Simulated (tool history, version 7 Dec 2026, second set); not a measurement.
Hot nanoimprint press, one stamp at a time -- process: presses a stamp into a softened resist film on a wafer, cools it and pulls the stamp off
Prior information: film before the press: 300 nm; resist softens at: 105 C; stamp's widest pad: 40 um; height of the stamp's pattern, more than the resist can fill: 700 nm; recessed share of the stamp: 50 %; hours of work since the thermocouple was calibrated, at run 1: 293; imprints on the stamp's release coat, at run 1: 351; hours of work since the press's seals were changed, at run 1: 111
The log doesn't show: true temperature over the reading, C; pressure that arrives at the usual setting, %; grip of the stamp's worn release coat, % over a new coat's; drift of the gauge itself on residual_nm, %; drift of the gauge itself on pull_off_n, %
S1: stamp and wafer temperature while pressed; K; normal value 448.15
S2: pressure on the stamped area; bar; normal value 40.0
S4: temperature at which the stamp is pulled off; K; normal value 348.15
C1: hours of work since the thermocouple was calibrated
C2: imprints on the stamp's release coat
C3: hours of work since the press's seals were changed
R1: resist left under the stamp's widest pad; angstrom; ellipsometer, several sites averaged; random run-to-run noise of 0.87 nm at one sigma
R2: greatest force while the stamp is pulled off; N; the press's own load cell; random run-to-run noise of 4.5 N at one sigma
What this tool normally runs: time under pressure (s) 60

Run 1, hour 0.0: usual settings; C1 293; C2 351; C3 111. Result: R1 1288 angstrom, R2 248 N.
Run 2, hour 24.8: usual settings; C1 308; C2 400; C3 126. Result: R1 1302 angstrom, R2 241 N.
Run 3, hour 48.2: usual settings; C1 322; C2 445; C3 141. Result: R1 1302 angstrom, R2 255 N.
Run 4, hour 82.5: usual settings but S4 337.15 K; C1 343; C2 512; C3 162. Result: R1 1304 angstrom, R2 301 N.
Run 5, hour 102.3: usual settings; C1 356; C2 551; C3 174. Result: R1 1318 angstrom, R2 269 N.
Run 6, hour 116.5: usual settings; C1 365; C2 579; C3 183. Result: R1 1299 angstrom, R2 264 N.
Run 7, hour 145.6: usual settings; C1 382; C2 635; C3 201. Result: R1 1317 angstrom, R2 268 N.
At hour 181.4: stamp cleaned and given a new release coat.
Run 8, hour 181.4: usual settings; C1 401; C2 0; C3 219. Result: R1 1310 angstrom, R2 230 N.
Run 9, hour 213.2: usual settings but time under pressure (s) 36; C1 420; C2 62; C3 239. Result: R1 1594 angstrom, R2 228 N.
Run 10, hour 248.0: usual settings but time under pressure (s) 36; C1 442; C2 129; C3 261. Result: R1 1615 angstrom, R2 244 N.
Run 11, hour 269.4: usual settings but time under pressure (s) 36; C1 455; C2 171; C3 274. Result: R1 1626 angstrom, R2 239 N.
Run 12, hour 294.7: usual settings but time under pressure (s) 36; C1 471; C2 221; C3 289. Result: R1 1638 angstrom, R2 249 N.
At hour 303.3: plate thermocouple calibrated.
Run 13, hour 316.5: usual settings but time under pressure (s) 36; C1 8; C2 257; C3 301. Result: R1 1680 angstrom, R2 251 N.
Run 14, hour 339.0: usual settings but time under pressure (s) 36; C1 22; C2 301; C3 315. Result: R1 1704 angstrom, R2 253 N.
Run 15, hour 371.5: usual settings but time under pressure (s) 36; C1 42; C2 365; C3 335. Result: R1 1697 angstrom, R2 243 N.
Run 16, hour 388.3: usual settings but S2 33.6 bar, time under pressure (s) 37; C1 52; C2 397; C3 345. Result: R1 1772 angstrom, R2 262 N.
Run 17, hour 410.9: usual settings but S2 33.6 bar, time under pressure (s) 120, S4 336.15 K; C1 66; C2 442; C3 359. Result: R1 1148 angstrom, R2 300 N.
Run 18, hour 442.1: usual settings but S1 457.15 K, S2 47.2 bar, time under pressure (s) 94; C1 86; C2 502; C3 379. Result: R1 653 angstrom, R2 262 N.
At hour 462.5: plate thermocouple calibrated, once more.
Run 19, hour 474.9: usual settings but S1 457.15 K, S2 47.2 bar, time under pressure (s) 94; C1 8; C2 561; C3 397. Result: R1 557 angstrom, R2 258 N.
Run 20, hour 503.2: usual settings but S1 457.15 K, S2 47.2 bar, time under pressure (s) 94; C1 25; C2 616; C3 414. Result: R1 564 angstrom, R2 257 N.
Run 21, hour 535.9: usual settings but S1 457.15 K, S2 47.2 bar, time under pressure (s) 94; C1 45; C2 680; C3 435. Result: R1 563 angstrom, R2 259 N.
At hour 548.0: stamp cleaned and given a new release coat.
Run 22, hour 565.6: usual settings but S4 335.15 K; C1 60; C2 35; C3 449. Result: R1 1228 angstrom, R2 266 N.
Run 23, hour 600.4: usual settings but S2 36.3 bar, time under pressure (s) 42, S4 344.15 K; C1 81; C2 103; C3 471. Result: R1 1455 angstrom, R2 250 N.
Run 24, hour 621.6: usual settings but S1 443.15 K, S2 29.9 bar, time under pressure (s) 42, S4 344.15 K; C1 95; C2 144; C3 484. Result: R1 1953 angstrom, R2 237 N.
Run 25, hour 646.4: usual settings but S1 443.15 K, S2 29.9 bar, time under pressure (s) 42, S4 344.15 K; C1 110; C2 192; C3 499. Result: R1 1946 angstrom, R2 250 N.
Run 26, hour 661.3: usual settings but S1 443.15 K, S2 38.0 bar, time under pressure (s) 39, S4 344.15 K; C1 119; C2 221; C3 508. Result: R1 1880 angstrom, R2 254 N.
Run 27, hour 676.3: usual settings but S1 443.15 K, S2 38.0 bar, time under pressure (s) 39, S4 344.15 K; C1 128; C2 251; C3 518. Result: R1 1864 angstrom, R2 249 N.
Run 28, hour 709.0: usual settings but S1 443.15 K, S2 38.0 bar, time under pressure (s) 84, S4 344.15 K; C1 149; C2 315; C3 538. Result: R1 1439 angstrom, R2 250 N.
Run 29, hour 728.4: usual settings but S1 437.15 K, S2 42.4 bar, time under pressure (s) 71, S4 334.15 K; C1 160; C2 352; C3 550. Result: R1 1949 angstrom, R2 293 N.
Run 30, hour 756.7: usual settings but S1 460.15 K, S2 27.1 bar, time under pressure (s) 92, S4 352.15 K; C1 178; C2 408; C3 567. Result: R1 662 angstrom, R2 235 N.

Each row is a separate what-if for the run after 30, all from the same tool condition, not one after another. Results?
Run A, hour 773.8: usual settings but S1 454.15 K, S2 44.2 bar, S4 342.15 K; C1 189; C2 441; C3 578. Result: R1 ?, R2 ?.
Run B, hour 773.8: usual settings but S1 449.15 K, S2 27.1 bar, time under pressure (s) 38, S4 352.15 K; C1 189; C2 441; C3 578. Result: R1 ?, R2 ?.
Run C, hour 773.8: usual settings but S1 444.15 K, S2 27.1 bar, time under pressure (s) 51, S4 352.15 K; C1 189; C2 441; C3 578. Result: R1 ?, R2 ?.
Run D, hour 773.8: usual settings but time under pressure (s) 59; C1 189; C2 441; C3 578. Result: R1 ?, R2 ?.

run    R1   R2
  A   878  271
  B  1636  229
  C  1837  234
  D  1242  252
Without the tool's unlogged condition, the same runs would have read:
run    R1   R2
  A   835  239
  B  1577  202
  C  1774  207
  D  1185  222

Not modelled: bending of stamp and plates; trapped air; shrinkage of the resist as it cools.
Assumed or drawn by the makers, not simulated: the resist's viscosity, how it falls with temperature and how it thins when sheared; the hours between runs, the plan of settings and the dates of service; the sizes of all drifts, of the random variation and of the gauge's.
